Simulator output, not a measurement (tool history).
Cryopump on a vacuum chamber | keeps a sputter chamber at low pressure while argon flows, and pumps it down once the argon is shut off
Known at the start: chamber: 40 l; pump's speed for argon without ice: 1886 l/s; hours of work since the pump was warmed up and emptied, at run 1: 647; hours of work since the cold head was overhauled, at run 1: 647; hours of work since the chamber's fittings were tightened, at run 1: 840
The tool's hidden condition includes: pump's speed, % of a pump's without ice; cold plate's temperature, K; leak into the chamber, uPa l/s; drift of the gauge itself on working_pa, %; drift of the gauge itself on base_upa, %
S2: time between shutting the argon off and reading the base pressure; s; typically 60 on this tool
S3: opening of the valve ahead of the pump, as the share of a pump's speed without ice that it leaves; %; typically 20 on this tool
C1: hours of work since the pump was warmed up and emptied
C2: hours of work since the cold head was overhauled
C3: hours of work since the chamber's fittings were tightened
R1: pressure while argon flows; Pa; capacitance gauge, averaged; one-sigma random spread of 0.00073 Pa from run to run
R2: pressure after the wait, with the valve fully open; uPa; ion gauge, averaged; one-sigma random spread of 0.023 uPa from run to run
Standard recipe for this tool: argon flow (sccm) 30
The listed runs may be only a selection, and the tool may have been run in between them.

run 1 hour=0 | argon_flow_(sccm)=30 S2=60 S3=20 | C1=647 C2=647 C3=840 | R1=0.1396 R2=1.53
run 2 hour=22.3 | argon_flow_(sccm)=30 S2=60 S3=20 | C1=664 C2=664 C3=857 | R1=0.1405 R2=1.53
run 3 hour=41.4 | argon_flow_(sccm)=39 S2=60 S3=20 | C1=678 C2=678 C3=871 | R1=0.1813 R2=1.63
run 4 hour=52 | argon_flow_(sccm)=39 S2=60 S3=20 | C1=686 C2=686 C3=879 | R1=0.1812 R2=1.57
run 5 hour=71.3 | argon_flow_(sccm)=39 S2=60 S3=20 | C1=700 C2=700 C3=894 | R1=0.1826 R2=1.61
run 6 hour=91.7 | argon_flow_(sccm)=39 S2=60 S3=20 | C1=716 C2=716 C3=909 | R1=0.1828 R2=1.65
run 7 hour=104.5 | argon_flow_(sccm)=30 S2=60 S3=20 | C1=725 C2=725 C3=919 | R1=0.1398 R2=1.61
run 8 hour=124.9 | argon_flow_(sccm)=30 S2=242 S3=20 | C1=741 C2=741 C3=934 | R1=0.1407 R2=1.13
run 9 hour=145.9 | argon_flow_(sccm)=30 S2=242 S3=20 | C1=757 C2=757 C3=950 | R1=0.1402 R2=1.23
run 10 hour=166.2 | argon_flow_(sccm)=30 S2=42 S3=34 | C1=772 C2=772 C3=965 | R1=0.0854 R2=2
run 11 hour=187 | argon_flow_(sccm)=36 S2=29 S3=34 | C1=788 C2=788 C3=981 | R1=0.1036 R2=2.43
run 12 hour=198.7 | argon_flow_(sccm)=53 S2=60 S3=55 | C1=796 C2=796 C3=990 | R1=0.0979 R2=1.74
run 13 hour=209.8 | argon_flow_(sccm)=53 S2=60 S3=55 | C1=805 C2=805 C3=998 | R1=0.0981 R2=1.77
run 14 hour=220.9 | argon_flow_(sccm)=53 S2=60 S3=55 | C1=813 C2=813 C3=1006 | R1=0.0989 R2=1.72
run 15 hour=241.4 | argon_flow_(sccm)=12 S2=23 S3=22 | C1=829 C2=829 C3=1022 | R1=0.0519 R2=2.86
run 16 hour=261.4 | argon_flow_(sccm)=40 S2=216 S3=20 | C1=844 C2=844 C3=1037 | R1=0.1893 R2=1.31

Pick out some run-to-run changes in R1. Of each, how much would a tool without hidden state show as well, from the settings, what came in and chance, and how much is left for the hidden state and any gauge scatter not in both results compared?
Run 14 -> 15: argon flow (sccm) 53 -> 12, S2 60 -> 23, S3 55 -> 22. R1 -0.047 Pa: hidden state -0.0093, all else -0.0377.
Run 15 -> 16: argon flow (sccm) 12 -> 40, S2 23 -> 216, S3 22 -> 20. R1 +0.1374 Pa: hidden state +0.0068, all else +0.1306.
